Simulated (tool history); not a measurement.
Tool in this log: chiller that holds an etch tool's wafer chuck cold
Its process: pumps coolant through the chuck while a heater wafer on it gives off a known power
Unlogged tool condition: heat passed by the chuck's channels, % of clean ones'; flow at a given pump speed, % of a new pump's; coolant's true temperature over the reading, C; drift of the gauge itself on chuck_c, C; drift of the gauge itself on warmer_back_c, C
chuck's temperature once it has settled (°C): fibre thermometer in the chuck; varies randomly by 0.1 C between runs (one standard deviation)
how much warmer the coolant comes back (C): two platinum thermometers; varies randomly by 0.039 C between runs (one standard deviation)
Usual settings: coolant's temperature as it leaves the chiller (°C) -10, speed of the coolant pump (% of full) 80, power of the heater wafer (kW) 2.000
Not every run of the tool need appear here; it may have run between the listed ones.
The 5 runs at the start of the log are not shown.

| run | day | coolant's temperature as it leaves the chiller (°C) | speed of the coolant pump (% of full) | power of the heater wafer (kW) | hours since the coolant was changed and the channels were flushed | hours since the pump was overhauled | hours since the chiller's thermometer was calibrated | chuck's temperature once it has settled (°C) | how much warmer the coolant comes back (C) |
|---|---|---|---|---|---|---|---|---|---|
| 6 | 25.654 | -10 | 80 | 2.000 | 3031 | 5393 | 3321 | 7.0 | 8.89 |
| 7 | 32.304 | -10 | 80 | 2.000 | 3191 | 5553 | 3481 | 7.3 | 8.86 |
| 8 | 35.100 | -10 | 80 | 2.000 | 3258 | 5620 | 3548 | 7.2 | 8.79 |
| 9 | 38.179 | -10 | 80 | 2.000 | 3332 | 5694 | 3622 | 7.2 | 8.84 |
| 10 | 43.721 | -10 | 80 | 2.000 | 3465 | 5827 | 3755 | 7.4 | 8.87 |
| 11 | 47.996 | -10 | 80 | 2.000 | 3568 | 5929 | 3857 | 7.3 | 8.81 |
|  | 49.358 | chiller's thermometer calibrated |
| 12 | 54.154 | -15 | 80 | 2.000 | 3715 | 6076 | 115 | 2.2 | 8.88 |
| 13 | 58.121 | -10 | 80 | 2.000 | 3810 | 6171 | 210 | 7.0 | 8.83 |
| 14 | 61.896 | -10 | 80 | 2.000 | 3900 | 6262 | 301 | 7.1 | 8.94 |
| 15 | 66.383 | -10 | 80 | 2.000 | 4008 | 6370 | 409 | 7.4 | 8.95 |
| 16 | 71.308 | -10 | 80 | 2.000 | 4126 | 6488 | 527 | 7.2 | 8.91 |
| 17 | 77.146 | -10 | 80 | 2.142 | 4266 | 6628 | 667 | 8.7 | 9.59 |
| 18 | 81.192 | -16 | 78 | 2.789 | 4363 | 6725 | 764 | 8.7 | 12.89 |
| 19 | 87.958 | -16 | 78 | 2.789 | 4526 | 6887 | 926 | 9.0 | 12.86 |

What will run 20 give?
| 20 | 93.638 | -16 | 78 | 2.789 | 4662 | 7024 | 1063 | ? | ? |

chuck's temperature once it has settled (°C): 9.0
how much warmer the coolant comes back (C): 12.83
Without the tool's hidden state the same run would have given chuck's temperature once it has settled (°C) 6.0, how much warmer the coolant comes back (C) 11.99.
